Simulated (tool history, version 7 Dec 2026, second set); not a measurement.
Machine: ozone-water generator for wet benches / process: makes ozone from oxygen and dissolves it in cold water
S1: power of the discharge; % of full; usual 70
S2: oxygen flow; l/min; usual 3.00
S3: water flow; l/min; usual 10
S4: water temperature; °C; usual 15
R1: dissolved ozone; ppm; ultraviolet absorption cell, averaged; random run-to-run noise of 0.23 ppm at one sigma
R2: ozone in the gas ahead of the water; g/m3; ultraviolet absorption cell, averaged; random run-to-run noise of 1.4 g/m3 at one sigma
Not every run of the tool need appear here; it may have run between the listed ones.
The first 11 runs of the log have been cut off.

{"run": 12, "hour": 1172.6, "S1": 70, "S2": 3.0, "S3": 10, "S4": 15, "R1": 27.8, "R2": 210.3}
{"run": 13, "hour": 1293.0, "S1": 70, "S2": 3.0, "S3": 8, "S4": 15, "R1": 31.6, "R2": 209.7}
{"run": 14, "hour": 1365.9, "S1": 70, "S2": 3.0, "S3": 8, "S4": 15, "R1": 31.2, "R2": 207.7}
{"run": 15, "hour": 1476.2, "S1": 70, "S2": 2.34, "S3": 8, "S4": 15, "R1": 30.6, "R2": 233.8}
{"run": 16, "hour": 1581.7, "S1": 70, "S2": 3.0, "S3": 10, "S4": 15, "R1": 26.6, "R2": 202.9}
{"run": 17, "hour": 1754.6, "S1": 50, "S2": 2.78, "S3": 14, "S4": 12, "R1": 16.9, "R2": 169.8}
{"run": 18, "hour": 1920.5, "S1": 50, "S2": 2.78, "S3": 14, "S4": 12, "R1": 16.5, "R2": 168.5}
{"run": 19, "hour": 2086.6, "S1": 50, "S2": 2.78, "S3": 14, "S4": 12, "R1": 16.5, "R2": 164.7}
{"run": 20, "hour": 2230.8, "S1": 57, "S2": 3.0, "S3": 10, "S4": 15, "R1": 22.1, "R2": 173.3}
{"run": 21, "hour": 2318.8, "S1": 80, "S2": 2.51, "S3": 11, "S4": 13, "R1": 25.6, "R2": 231.6}
{"run": 22, "hour": 2389.7, "S1": 80, "S2": 2.51, "S3": 11, "S4": 13, "R1": 25.6, "R2": 229.9}
{"run": 23, "hour": 2468.2, "S1": 80, "S2": 2.51, "S3": 11, "S4": 13, "R1": 25.0, "R2": 228.3}
{"run": 24, "hour": 2622.3, "S1": 59, "S2": 4.2, "S3": 12, "S4": 8, "R1": 21.9, "R2": 145.5}
{"run": 25, "hour": 2722.3, "S1": 59, "S2": 4.2, "S3": 12, "S4": 8, "R1": 21.3, "R2": 146.5}
{"run": 26, "hour": 2811.2, "S1": 70, "S2": 2.39, "S3": 6, "S4": 15, "R1": 32.4, "R2": 209.2}
{"run": 27, "hour": 2909.3, "S1": 70, "S2": 2.39, "S3": 6, "S4": 15, "R1": 32.5, "R2": 207.6}
{"run": 28, "hour": 3062.5, "S1": 70, "S2": 2.39, "S3": 6, "S4": 15, "R1": 31.8, "R2": 205.5}
{"run": 29, "hour": 3173.8, "S1": 70, "S2": 4.03, "S3": 10, "S4": 15, "R1": 23.3, "R2": 161.1}
{"run": 30, "hour": 3321.3, "S1": 70, "S2": 4.03, "S3": 10, "S4": 15, "R1": 23.2, "R2": 158.5}
{"run": 31, "hour": 3492.9, "S1": 40, "S2": 4.36, "S3": 15, "S4": 7, "R1": 13.9, "R2": 108.9}
{"run": 32, "hour": 3646.5, "S1": 40, "S2": 4.36, "S3": 15, "S4": 7, "R1": 13.8, "R2": 108.1}

Here are 5 independent what-if runs from the current tool condition. What would each one return?
{"run": "A", "hour": 3773.9, "S1": 40, "S2": 4.36, "S3": 15, "S4": 13, "R1": "?", "R2": "?"}
{"run": "B", "hour": 3773.9, "S1": 76, "S2": 3.0, "S3": 10, "S4": 9, "R1": "?", "R2": "?"}
{"run": "C", "hour": 3773.9, "S1": 94, "S2": 2.53, "S3": 10, "S4": 15, "R1": "?", "R2": "?"}
{"run": "D", "hour": 3773.9, "S1": 82, "S2": 4.79, "S3": 14, "S4": 15, "R1": "?", "R2": "?"}
{"run": "E", "hour": 3773.9, "S1": 70, "S2": 3.0, "S3": 10, "S4": 15, "R1": "?", "R2": "?"}

run=A R1=12.9 R2=106.5
run=B R1=24.9 R2=182.4
run=C R1=25.5 R2=223.3
run=D R1=19.7 R2=154.3
run=E R1=21.5 R2=178.4
Without the tool's hidden state the same runs would have given:
run=A R1=17.7 R2=136.7
run=B R1=40.7 R2=280.0
run=C R1=44.4 R2=363.8
run=D R1=33.2 R2=242.3
run=E R1=34.4 R2=267.5
